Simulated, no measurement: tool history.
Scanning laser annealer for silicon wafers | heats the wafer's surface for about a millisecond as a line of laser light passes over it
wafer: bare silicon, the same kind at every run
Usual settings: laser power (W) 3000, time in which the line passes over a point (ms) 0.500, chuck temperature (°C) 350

| run | hour | laser power (W) | time in which the line passes over a point (ms) | chuck temperature (°C) | highest temperature of the surface (°C) |
|---|---|---|---|---|---|
| 1 | 0.0 | 3000 | 0.500 | 350 | 1148 |
| 2 | 12.3 | 3000 | 0.500 | 350 | 1146 |
| 3 | 31.8 | 3000 | 0.500 | 379 | 1171 |
| 4 | 42.6 | 3000 | 0.500 | 350 | 1148 |
| 5 | 54.2 | 3000 | 0.500 | 350 | 1141 |
| 6 | 74.7 | 3126 | 0.500 | 350 | 1180 |
| 7 | 95.8 | 3126 | 0.500 | 350 | 1178 |
| 8 | 120.1 | 2835 | 0.500 | 350 | 1088 |
| 9 | 130.0 | 2835 | 0.500 | 346 | 1084 |
| 10 | 141.0 | 2607 | 0.458 | 383 | 1030 |
| 11 | 153.3 | 2607 | 0.458 | 383 | 1023 |
| 12 | 169.9 | 2607 | 0.500 | 350 | 1020 |
| 13 | 187.3 | 3000 | 0.463 | 360 | 1117 |
| 14 | 208.1 | 3000 | 0.463 | 360 | 1116 |
| 15 | 225.1 | 3229 | 0.433 | 360 | 1156 |
| 16 | 241.3 | 2791 | 0.500 | 339 | 1060 |
| 17 | 252.6 | 3042 | 0.449 | 312 | 1065 |

The same runs without the tool's hidden state, with the same run-to-run variation:
The hidden state here: light that passes the window, % of a clean one's; laser's true power over the reading, %; width of the line over the set one, %; drift of the gauge itself on peak_c, C.
| run | highest temperature of the surface (°C) |
|---|---|
| 1 | 1168 |
| 2 | 1167 |
| 3 | 1193 |
| 4 | 1170 |
| 5 | 1164 |
| 6 | 1206 |
| 7 | 1205 |
| 8 | 1113 |
| 9 | 1109 |
| 10 | 1052 |
| 11 | 1046 |
| 12 | 1045 |
| 13 | 1146 |
| 14 | 1146 |
| 15 | 1188 |
| 16 | 1090 |
| 17 | 1097 |

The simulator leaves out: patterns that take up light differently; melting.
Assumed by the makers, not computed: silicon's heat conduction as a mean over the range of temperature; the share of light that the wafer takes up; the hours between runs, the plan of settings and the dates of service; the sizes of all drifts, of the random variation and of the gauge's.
